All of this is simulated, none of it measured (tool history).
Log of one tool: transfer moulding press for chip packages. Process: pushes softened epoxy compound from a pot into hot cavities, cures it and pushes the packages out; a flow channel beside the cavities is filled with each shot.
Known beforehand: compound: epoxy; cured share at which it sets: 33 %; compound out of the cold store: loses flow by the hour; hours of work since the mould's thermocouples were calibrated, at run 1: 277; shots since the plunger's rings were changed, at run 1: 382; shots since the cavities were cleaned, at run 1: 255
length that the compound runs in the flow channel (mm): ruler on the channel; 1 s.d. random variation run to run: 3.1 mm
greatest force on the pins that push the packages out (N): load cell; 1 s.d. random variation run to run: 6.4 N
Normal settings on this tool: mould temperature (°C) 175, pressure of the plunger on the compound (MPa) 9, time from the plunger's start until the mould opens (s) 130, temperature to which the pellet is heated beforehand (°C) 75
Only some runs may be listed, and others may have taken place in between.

run    day  mould temperature (°C)  pressure of the plunger on the compound (MPa)  time from the plunger's start until the mould opens (s)  temperature to which the pellet is heated beforehand (°C)  hours of work since the mould's thermocouples were calibrated  shots since the plunger's rings were changed  shots since the cavities were cleaned  incoming compound's hours out of the cold store  length that the compound runs in the flow channel (mm)  greatest force on the pins that push the packages out (N)
  1      0                     175                                              9                                                      130                                                         75                                                            277                                           382                                    255                                               12                                                     808                                                        431
  2  0.458                     175                                              9                                                      130                                                         75                                                            283                                           473                                    346                                             16.5                                                     794                                                        452
  3  1.125                     175                                              9                                                      130                                                         75                                                            291                                           605                                    478                                             42.2                                                     741                                                        489
     1.417  -- cavities cleaned with cleaning compound and waxed
  4  1.862                     175                                              9                                                      130                                                         75                                                            300                                           738                                     88                                             28.1                                                     759                                                        321
  5  2.562                     175                                              9                                                      130                                                         75                                                            309                                           876                                    226                                             16.4                                                     791                                                        414
  6  3.117                     175                                              9                                                      130                                                         75                                                            317                                           985                                    335                                             17.8                                                     791                                                        444
  7  3.671                     175                                              9                                                      130                                                         75                                                            324                                          1095                                    445                                             16.6                                                     792                                                        494
     4.079  -- cavities cleaned with cleaning compound and waxed
  8  4.408                     176                                              9                                                      142                                                         75                                                            333                                          1228                                     65                                               40                                                     733                                                        290
  9  5.075                     173                                           7.81                                                      133                                                         71                                                            342                                          1360                                    197                                             45.4                                                     672                                                        398
 10  5.662                     173                                           7.81                                                      127                                                         79                                                            349                                          1476                                    313                                             31.4                                                     707                                                        481
 11  6.021                     179                                           7.81                                                      140                                                         72                                                            354                                          1546                                    383                                             29.8                                                     698                                                        430
 12  6.621                     176                                           7.65                                                      168                                                         72                                                            362                                          1665                                    502                                             40.1                                                     675                                                        446
     6.771  -- cavities cleaned with cleaning compound and waxed
 13    7.1                     172                                            8.7                                                      130                                                         68                                                            367                                          1748                                     66                                             21.9                                                     761                                                        346

What if the next run were any one of these 5? Each begins from the tool's condition after run 13:
  A  7.783                     172                                            8.7                                                      130                                                         68                                                            376                                          1882                                    200                                             43.5                                                       ?                                                          ?
  B  7.783                     175                                              9                                                      125                                                         75                                                            376                                          1882                                    200                                             27.2                                                       ?                                                          ?
  C  7.783                     172                                           7.73                                                      165                                                         76                                                            376                                          1882                                    200                                             28.1                                                       ?                                                          ?
  D  7.783                     172                                           7.07                                                      110                                                         68                                                            376                                          1882                                    200                                             31.8                                                       ?                                                          ?
  E  7.783                     175                                           8.59                                                      155                                                         80                                                            376                                          1882                                    200                                               14                                                       ?                                                          ?

run  length that the compound runs in the flow channel (mm)  greatest force on the pins that push the packages out (N)
  A                                                     722                                                        446
  B                                                     757                                                        410
  C                                                     707                                                        369
  D                                                     670                                                        554
  E                                                     770                                                        366
Had the tool no hidden state, the same runs would have come out as:
run  length that the compound runs in the flow channel (mm)  greatest force on the pins that push the packages out (N)
  A                                                     734                                                        285
  B                                                     770                                                        263
  C                                                     719                                                        242
  D                                                     681                                                        340
  E                                                     783                                                        241

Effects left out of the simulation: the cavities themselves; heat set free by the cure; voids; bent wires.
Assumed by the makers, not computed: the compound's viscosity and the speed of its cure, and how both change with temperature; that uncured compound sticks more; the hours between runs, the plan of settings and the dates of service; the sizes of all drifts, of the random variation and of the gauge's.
